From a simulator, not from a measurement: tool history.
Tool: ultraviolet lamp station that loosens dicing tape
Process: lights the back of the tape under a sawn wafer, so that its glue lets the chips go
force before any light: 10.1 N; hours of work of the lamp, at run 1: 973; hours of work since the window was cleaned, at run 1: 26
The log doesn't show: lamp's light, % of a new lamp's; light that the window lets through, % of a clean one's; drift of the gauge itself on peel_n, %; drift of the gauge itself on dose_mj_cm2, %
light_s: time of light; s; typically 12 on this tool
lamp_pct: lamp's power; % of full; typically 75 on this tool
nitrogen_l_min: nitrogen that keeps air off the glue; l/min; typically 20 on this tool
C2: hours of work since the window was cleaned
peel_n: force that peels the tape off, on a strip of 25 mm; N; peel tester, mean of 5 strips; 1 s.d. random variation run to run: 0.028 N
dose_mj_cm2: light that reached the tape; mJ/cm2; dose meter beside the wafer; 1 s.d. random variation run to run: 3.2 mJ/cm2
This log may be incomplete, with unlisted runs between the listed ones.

run 1 day=0 | light_s=12 lamp_pct=75 nitrogen_l_min=20 | hours_of_work_of_the_lamp=973 C2=26 | peel_n=2.623 dose_mj_cm2=336
run 2 day=1.354 | light_s=12 lamp_pct=75 nitrogen_l_min=20 | hours_of_work_of_the_lamp=993 C2=47 | peel_n=2.68 dose_mj_cm2=330
run 3 day=3.067 | light_s=12 lamp_pct=75 nitrogen_l_min=20 | hours_of_work_of_the_lamp=1019 C2=73 | peel_n=2.712 dose_mj_cm2=325
-- day=3.875 lamp changed
run 4 day=4.35 | light_s=12 lamp_pct=75 nitrogen_l_min=24 | hours_of_work_of_the_lamp=7 C2=91 | peel_n=1.261 dose_mj_cm2=497
run 5 day=6.258 | light_s=12 lamp_pct=75 nitrogen_l_min=24 | hours_of_work_of_the_lamp=36 C2=120 | peel_n=1.331 dose_mj_cm2=484
run 6 day=7.454 | light_s=12 lamp_pct=75 nitrogen_l_min=20 | hours_of_work_of_the_lamp=54 C2=138 | peel_n=1.521 dose_mj_cm2=485
run 7 day=8.658 | light_s=12 lamp_pct=75 nitrogen_l_min=20 | hours_of_work_of_the_lamp=72 C2=156 | peel_n=1.508 dose_mj_cm2=479
run 8 day=9.942 | light_s=12 lamp_pct=75 nitrogen_l_min=20 | hours_of_work_of_the_lamp=91 C2=176 | peel_n=1.543 dose_mj_cm2=478
run 9 day=11.417 | light_s=12 lamp_pct=75 nitrogen_l_min=20 | hours_of_work_of_the_lamp=114 C2=198 | peel_n=1.585 dose_mj_cm2=471
run 10 day=13.279 | light_s=12 lamp_pct=75 nitrogen_l_min=20 | hours_of_work_of_the_lamp=142 C2=226 | peel_n=1.562 dose_mj_cm2=463
run 11 day=15.492 | light_s=12 lamp_pct=75 nitrogen_l_min=20 | hours_of_work_of_the_lamp=175 C2=259 | peel_n=1.629 dose_mj_cm2=453
run 12 day=17.371 | light_s=10 lamp_pct=75 nitrogen_l_min=20 | hours_of_work_of_the_lamp=203 C2=288 | peel_n=2.28 dose_mj_cm2=378
run 13 day=18.567 | light_s=12 lamp_pct=75 nitrogen_l_min=20 | hours_of_work_of_the_lamp=222 C2=306 | peel_n=1.711 dose_mj_cm2=451
run 14 day=19.496 | light_s=12 lamp_pct=75 nitrogen_l_min=20 | hours_of_work_of_the_lamp=236 C2=320 | peel_n=1.771 dose_mj_cm2=444
run 15 day=20.725 | light_s=12 lamp_pct=84 nitrogen_l_min=20 | hours_of_work_of_the_lamp=254 C2=338 | peel_n=1.481 dose_mj_cm2=491
run 16 day=22.471 | light_s=12 lamp_pct=75 nitrogen_l_min=34 | hours_of_work_of_the_lamp=280 C2=365 | peel_n=1.342 dose_mj_cm2=438
-- day=23.462 window cleaned of glue's vapour
run 17 day=23.533 | light_s=12 lamp_pct=75 nitrogen_l_min=10 | hours_of_work_of_the_lamp=296 C2=1 | peel_n=2.701 dose_mj_cm2=423
run 18 day=24.929 | light_s=9 lamp_pct=75 nitrogen_l_min=20 | hours_of_work_of_the_lamp=317 C2=22 | peel_n=2.813 dose_mj_cm2=315
run 19 day=26.912 | light_s=9 lamp_pct=75 nitrogen_l_min=20 | hours_of_work_of_the_lamp=347 C2=52 | peel_n=3.037 dose_mj_cm2=303
run 20 day=28.108 | light_s=9 lamp_pct=77 nitrogen_l_min=20 | hours_of_work_of_the_lamp=365 C2=70 | peel_n=2.855 dose_mj_cm2=310
run 21 day=29.725 | light_s=9 lamp_pct=77 nitrogen_l_min=20 | hours_of_work_of_the_lamp=389 C2=94 | peel_n=2.954 dose_mj_cm2=308
run 22 day=31.058 | light_s=12 lamp_pct=75 nitrogen_l_min=29 | hours_of_work_of_the_lamp=410 C2=115 | peel_n=1.805 dose_mj_cm2=398
run 23 day=32.8 | light_s=18 lamp_pct=99 nitrogen_l_min=24 | hours_of_work_of_the_lamp=436 C2=141 | peel_n=0.491 dose_mj_cm2=772
run 24 day=33.721 | light_s=18 lamp_pct=99 nitrogen_l_min=24 | hours_of_work_of_the_lamp=450 C2=155 | peel_n=0.511 dose_mj_cm2=772
run 25 day=35.512 | light_s=18 lamp_pct=99 nitrogen_l_min=24 | hours_of_work_of_the_lamp=477 C2=182 | peel_n=0.532 dose_mj_cm2=764
-- day=35.946 window cleaned of glue's vapour, once more
run 26 day=37.154 | light_s=18 lamp_pct=89 nitrogen_l_min=24 | hours_of_work_of_the_lamp=501 C2=18 | peel_n=0.528 dose_mj_cm2=751
run 27 day=38.967 | light_s=11 lamp_pct=75 nitrogen_l_min=7 | hours_of_work_of_the_lamp=529 C2=46 | peel_n=3.544 dose_mj_cm2=381
run 28 day=40.55 | light_s=11 lamp_pct=75 nitrogen_l_min=7 | hours_of_work_of_the_lamp=552 C2=69 | peel_n=3.475 dose_mj_cm2=375
run 29 day=41.962 | light_s=12 lamp_pct=74 nitrogen_l_min=11 | hours_of_work_of_the_lamp=574 C2=91 | peel_n=2.822 dose_mj_cm2=400
run 30 day=43.358 | light_s=12 lamp_pct=74 nitrogen_l_min=11 | hours_of_work_of_the_lamp=595 C2=112 | peel_n=2.821 dose_mj_cm2=395
run 31 day=44.504 | light_s=18 lamp_pct=81 nitrogen_l_min=25 | hours_of_work_of_the_lamp=612 C2=129 | peel_n=0.765 dose_mj_cm2=646
run 32 day=45.612 | light_s=22 lamp_pct=73 nitrogen_l_min=15 | hours_of_work_of_the_lamp=629 C2=146 | peel_n=0.893 dose_mj_cm2=696
run 33 day=47.496 | light_s=22 lamp_pct=97 nitrogen_l_min=39 | hours_of_work_of_the_lamp=657 C2=174 | peel_n=0.264 dose_mj_cm2=921
run 34 day=48.938 | light_s=8 lamp_pct=86 nitrogen_l_min=10 | hours_of_work_of_the_lamp=679 C2=196 | peel_n=3.955 dose_mj_cm2=288
run 35 day=49.979 | light_s=8 lamp_pct=99 nitrogen_l_min=9 | hours_of_work_of_the_lamp=695 C2=212 | peel_n=3.81 dose_mj_cm2=334
run 36 day=51.975 | light_s=12 lamp_pct=75 nitrogen_l_min=22 | hours_of_work_of_the_lamp=725 C2=242 | peel_n=2.226 dose_mj_cm2=371
run 37 day=53.904 | light_s=12 lamp_pct=75 nitrogen_l_min=22 | hours_of_work_of_the_lamp=754 C2=271 | peel_n=2.208 dose_mj_cm2=364
run 38 day=55.4 | light_s=13 lamp_pct=81 nitrogen_l_min=16 | hours_of_work_of_the_lamp=776 C2=293 | peel_n=2.108 dose_mj_cm2=414
run 39 day=56.971 | light_s=6 lamp_pct=79 nitrogen_l_min=20 | hours_of_work_of_the_lamp=800 C2=317 | peel_n=4.721 dose_mj_cm2=185
run 40 day=58.808 | light_s=6 lamp_pct=79 nitrogen_l_min=20 | hours_of_work_of_the_lamp=828 C2=345 | peel_n=4.763 dose_mj_cm2=183
run 41 day=60.062 | light_s=6 lamp_pct=87 nitrogen_l_min=20 | hours_of_work_of_the_lamp=847 C2=364 | peel_n=4.652 dose_mj_cm2=196
-- day=61.071 window cleaned of glue's vapour
run 42 day=62.121 | light_s=7 lamp_pct=87 nitrogen_l_min=20 | hours_of_work_of_the_lamp=877 C2=16 | peel_n=3.855 dose_mj_cm2=236
run 43 day=63.571 | light_s=12 lamp_pct=88 nitrogen_l_min=32 | hours_of_work_of_the_lamp=899 C2=38 | peel_n=1.557 dose_mj_cm2=415

Some steps in peel_n between neighbouring runs. How much of each would the tool show without its hidden state too (settings, what came in, random variation), and how much is left for the hidden state, with any gauge scatter that isn't in both results?
Run 3 -> 4: nitrogen_l_min 20 -> 24, lamp changed. peel_n -1.451 N: hidden state -1.293, all else -0.158.
Run 26 -> 27: light_s 18 -> 11, lamp_pct 89 -> 75, nitrogen_l_min 24 -> 7. peel_n +3.016 N: hidden state +0.543, all else +2.473.
Run 33 -> 34: light_s 22 -> 8, lamp_pct 97 -> 86, nitrogen_l_min 39 -> 10. peel_n +3.691 N: hidden state +0.953, all else +2.738.
Run 38 -> 39: light_s 13 -> 6, lamp_pct 81 -> 79, nitrogen_l_min 16 -> 20. peel_n +2.613 N: hidden state +0.359, all else +2.254.

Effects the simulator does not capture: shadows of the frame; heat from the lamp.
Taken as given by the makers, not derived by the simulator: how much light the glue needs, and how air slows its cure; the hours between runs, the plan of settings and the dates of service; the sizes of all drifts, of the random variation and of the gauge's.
